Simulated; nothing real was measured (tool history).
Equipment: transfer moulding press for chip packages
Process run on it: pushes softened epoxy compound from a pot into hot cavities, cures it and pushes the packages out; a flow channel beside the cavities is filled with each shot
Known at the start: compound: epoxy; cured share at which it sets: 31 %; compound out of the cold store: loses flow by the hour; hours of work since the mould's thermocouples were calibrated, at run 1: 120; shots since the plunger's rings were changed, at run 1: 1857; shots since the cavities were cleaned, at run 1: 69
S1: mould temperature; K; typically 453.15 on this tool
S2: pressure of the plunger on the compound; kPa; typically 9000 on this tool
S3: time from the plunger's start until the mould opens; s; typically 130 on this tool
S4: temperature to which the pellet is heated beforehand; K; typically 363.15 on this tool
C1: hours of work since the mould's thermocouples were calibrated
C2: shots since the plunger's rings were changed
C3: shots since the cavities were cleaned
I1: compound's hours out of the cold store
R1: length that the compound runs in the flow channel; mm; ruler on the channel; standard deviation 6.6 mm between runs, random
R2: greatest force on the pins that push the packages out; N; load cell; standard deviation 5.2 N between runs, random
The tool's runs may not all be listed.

Run 1, hour 0: usual settings; C1 120; C2 1857; C3 69; I1 35.3. Result: R1 745 mm, R2 160 N.
Run 2, hour 36.9: usual settings; C1 145; C2 2256; C3 468; I1 9.6. Result: R1 863 mm, R2 162 N.
Run 3, hour 63.4: usual settings; C1 164; C2 2543; C3 755; I1 37.6. Result: R1 747 mm, R2 168 N.
At hour 68.7: cavities cleaned with cleaning compound and waxed.
Run 4, hour 90.4: usual settings; C1 182; C2 2820; C3 236; I1 23.1. Result: R1 808 mm, R2 171 N.
Run 5, hour 115.2: usual settings; C1 199; C2 3087; C3 503; I1 9. Result: R1 868 mm, R2 176 N.
At hour 146: cavities cleaned with cleaning compound and waxed.
Run 6, hour 155.6: usual settings; C1 226; C2 3509; C3 104; I1 19.3. Result: R1 817 mm, R2 164 N.
Run 7, hour 194.3: usual settings but S3 146 s; C1 253; C2 3928; C3 523; I1 13.6. Result: R1 853 mm, R2 156 N.
At hour 220.9: cavities cleaned with cleaning compound and waxed.
Run 8, hour 245.3: usual settings but S3 146 s, S4 370.15 K; C1 288; C2 4464; C3 264; I1 34.9. Result: R1 754 mm, R2 165 N.
Run 9, hour 282.5: usual settings but S3 146 s, S4 370.15 K; C1 314; C2 4867; C3 667; I1 39.9. Result: R1 735 mm, R2 157 N.
At hour 297: cavities cleaned with cleaning compound and waxed.
Run 10, hour 311.8: usual settings; C1 333; C2 5168; C3 161; I1 37.4. Result: R1 753 mm, R2 167 N.
Run 11, hour 338.8: usual settings but S1 457.15 K; C1 352; C2 5460; C3 453; I1 19.5. Result: R1 811 mm, R2 149 N.
At hour 371.9: cavities cleaned with cleaning compound and waxed.
Run 12, hour 387.2: usual settings but S1 457.15 K; C1 385; C2 5967; C3 165; I1 32.7. Result: R1 739 mm, R2 158 N.
Run 13, hour 414.5: usual settings; C1 404; C2 6264; C3 462; I1 15.5. Result: R1 839 mm, R2 180 N.
Run 14, hour 435.3: usual settings; C1 418; C2 6489; C3 687; I1 30.3. Result: R1 770 mm, R2 169 N.
At hour 449.7: cavities cleaned with cleaning compound and waxed.
At hour 456.6: plunger's sealing rings changed.
Run 15, hour 485.7: usual settings; C1 451; C2 315; C3 363; I1 23.7. Result: R1 802 mm, R2 174 N.
Run 16, hour 518.1: usual settings but S3 162 s; C1 473; C2 665; C3 713; I1 41.5. Result: R1 724 mm, R2 151 N.
At hour 529.4: cavities cleaned with cleaning compound and waxed.
Run 17, hour 548.2: usual settings but S3 139 s, S4 367.15 K; C1 493; C2 975; C3 203; I1 23.7. Result: R1 820 mm, R2 159 N.
Run 18, hour 578.2: usual settings but S3 139 s, S4 367.15 K; C1 514; C2 1301; C3 529; I1 8.1. Result: R1 877 mm, R2 163 N.
At hour 605.1: cavities cleaned with cleaning compound and waxed.
Run 19, hour 612.5: usual settings but S3 139 s, S4 367.15 K; C1 537; C2 1656; C3 81; I1 25.7. Result: R1 788 mm, R2 163 N.
Run 20, hour 641.2: usual settings but S1 461.15 K, S3 139 s, S4 367.15 K; C1 557; C2 1966; C3 391; I1 15.4. Result: R1 814 mm, R2 154 N.
Run 21, hour 675.3: usual settings but S1 446.15 K, S3 165 s; C1 581; C2 2335; C3 760; I1 21.9. Result: R1 852 mm, R2 176 N.
At hour 681.5: cavities cleaned with cleaning compound and waxed.
Run 22, hour 705.5: usual settings but S1 446.15 K, S3 165 s; C1 601; C2 2646; C3 260; I1 14.1. Result: R1 870 mm, R2 168 N.
Run 23, hour 743.2: usual settings but S1 446.15 K, S3 165 s; C1 627; C2 3054; C3 668; I1 41. Result: R1 766 mm, R2 169 N.
At hour 757.6: cavities cleaned with cleaning compound and waxed.
Run 24, hour 771.9: usual settings but S1 446.15 K, S3 165 s; C1 646; C2 3349; C3 155; I1 42.2. Result: R1 768 mm, R2 162 N.
At hour 777.3: mould's thermocouples calibrated.
Run 25, hour 801: usual settings but S1 446.15 K, S3 165 s; C1 17; C2 3643; C3 449; I1 33.7. Result: R1 777 mm, R2 163 N.
At hour 835.3: cavities cleaned with cleaning compound and waxed.
Run 26, hour 844.3: usual settings but S1 446.15 K, S3 165 s; C1 46; C2 4095; C3 98; I1 10.3. Result: R1 904 mm, R2 170 N.
Run 27, hour 868.1: usual settings but S3 146 s, S4 359.15 K; C1 62; C2 4352; C3 355; I1 43.7. Result: R1 726 mm, R2 158 N.
Run 28, hour 892.7: usual settings but S3 146 s, S4 359.15 K; C1 80; C2 4619; C3 622; I1 22.5. Result: R1 812 mm, R2 162 N.
At hour 911.4: cavities cleaned with cleaning compound and waxed.
Run 29, hour 945.6: usual settings but S1 456.15 K; C1 115; C2 5176; C3 371; I1 33.8. Result: R1 751 mm, R2 155 N.

Forecast each of these 3 alternatives for the next run:
Run A, hour 970.5: usual settings but S1 449.15 K, S2 7180 kPa; C1 133; C2 5445; C3 640; I1 46.3. Result: R1 ?, R2 ?.
Run B, hour 970.5: usual settings but S1 457.15 K, S2 9180 kPa; C1 133; C2 5445; C3 640; I1 39.6. Result: R1 ?, R2 ?.
Run C, hour 970.5: usual settings but S1 458.15 K, S2 7080 kPa, S3 143 s; C1 133; C2 5445; C3 640; I1 28.1. Result: R1 ?, R2 ?.

run   R1   R2
  A  646  191
  B  726  161
  C  685  154
Take away the tool's hidden state, keep each run's random variation, and the runs would have read:
run   R1   R2
  A  647  189
  B  727  160
  C  686  153
